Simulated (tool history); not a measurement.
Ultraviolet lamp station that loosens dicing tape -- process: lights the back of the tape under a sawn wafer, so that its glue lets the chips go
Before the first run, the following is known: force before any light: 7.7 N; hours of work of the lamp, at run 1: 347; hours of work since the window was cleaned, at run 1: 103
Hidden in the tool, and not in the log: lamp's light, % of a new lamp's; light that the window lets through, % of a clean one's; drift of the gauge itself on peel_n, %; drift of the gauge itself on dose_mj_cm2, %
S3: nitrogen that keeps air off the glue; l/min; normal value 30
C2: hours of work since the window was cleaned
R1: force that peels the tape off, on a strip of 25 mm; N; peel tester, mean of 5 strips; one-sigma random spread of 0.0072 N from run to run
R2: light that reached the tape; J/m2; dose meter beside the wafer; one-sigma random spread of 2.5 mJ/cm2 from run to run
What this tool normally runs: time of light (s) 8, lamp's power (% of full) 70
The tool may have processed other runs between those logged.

run 1 day=0 | time_of_light_(s)=8 lamp's_power_(%_of_full)=70 S3=30 | hours_of_work_of_the_lamp=347 C2=103 | R1=0.408 R2=2590
run 2 day=0.642 | time_of_light_(s)=8 lamp's_power_(%_of_full)=70 S3=30 | hours_of_work_of_the_lamp=357 C2=114 | R1=0.41 R2=2600
run 3 day=1.217 | time_of_light_(s)=8 lamp's_power_(%_of_full)=70 S3=30 | hours_of_work_of_the_lamp=367 C2=123 | R1=0.422 R2=2570
run 4 day=1.854 | time_of_light_(s)=8 lamp's_power_(%_of_full)=70 S3=30 | hours_of_work_of_the_lamp=377 C2=134 | R1=0.432 R2=2530
run 5 day=2.392 | time_of_light_(s)=8 lamp's_power_(%_of_full)=70 S3=30 | hours_of_work_of_the_lamp=386 C2=143 | R1=0.423 R2=2510
run 6 day=2.75 | time_of_light_(s)=8 lamp's_power_(%_of_full)=70 S3=30 | hours_of_work_of_the_lamp=392 C2=149 | R1=0.437 R2=2530
run 7 day=3.325 | time_of_light_(s)=8 lamp's_power_(%_of_full)=70 S3=30 | hours_of_work_of_the_lamp=402 C2=158 | R1=0.432 R2=2480
-- day=3.392 window cleaned of glue's vapour
run 8 day=3.721 | time_of_light_(s)=8 lamp's_power_(%_of_full)=70 S3=30 | hours_of_work_of_the_lamp=408 C2=5 | R1=0.44 R2=2490
run 9 day=4.025 | time_of_light_(s)=8 lamp's_power_(%_of_full)=82 S3=30 | hours_of_work_of_the_lamp=413 C2=10 | R1=0.29 R2=2890
run 10 day=4.629 | time_of_light_(s)=8 lamp's_power_(%_of_full)=64 S3=23 | hours_of_work_of_the_lamp=423 C2=21 | R1=0.74 R2=2240
run 11 day=4.962 | time_of_light_(s)=8 lamp's_power_(%_of_full)=64 S3=23 | hours_of_work_of_the_lamp=429 C2=26 | R1=0.752 R2=2270
run 12 day=5.254 | time_of_light_(s)=8 lamp's_power_(%_of_full)=64 S3=23 | hours_of_work_of_the_lamp=433 C2=31 | R1=0.744 R2=2250
run 13 day=5.908 | time_of_light_(s)=6 lamp's_power_(%_of_full)=70 S3=30 | hours_of_work_of_the_lamp=444 C2=42 | R1=0.897 R2=1830
run 14 day=6.208 | time_of_light_(s)=14 lamp's_power_(%_of_full)=70 S3=11 | hours_of_work_of_the_lamp=449 C2=47 | R1=0.318 R2=4210
run 15 day=6.612 | time_of_light_(s)=14 lamp's_power_(%_of_full)=79 S3=11 | hours_of_work_of_the_lamp=456 C2=53 | R1=0.247 R2=4750
-- day=6.921 window cleaned of glue's vapour, once more
run 16 day=7.038 | time_of_light_(s)=14 lamp's_power_(%_of_full)=79 S3=11 | hours_of_work_of_the_lamp=463 C2=2 | R1=0.211 R2=4970
run 17 day=7.65 | time_of_light_(s)=14 lamp's_power_(%_of_full)=79 S3=11 | hours_of_work_of_the_lamp=473 C2=12 | R1=0.206 R2=5020
run 18 day=8.338 | time_of_light_(s)=12 lamp's_power_(%_of_full)=74 S3=43 | hours_of_work_of_the_lamp=484 C2=24 | R1=0.103 R2=3950

For some of the steps in R1 from one run to the next: how much would appear even if the tool had no hidden state, given the settings, what came in and random variation, and how much remains for the hidden state plus any gauge scatter that the measured result and the result without hidden state don't share?
Run 13 -> 14: time of light (s) 6 -> 14, S3 30 -> 11. R1 -0.579 N: hidden state -0.213, all else -0.366.

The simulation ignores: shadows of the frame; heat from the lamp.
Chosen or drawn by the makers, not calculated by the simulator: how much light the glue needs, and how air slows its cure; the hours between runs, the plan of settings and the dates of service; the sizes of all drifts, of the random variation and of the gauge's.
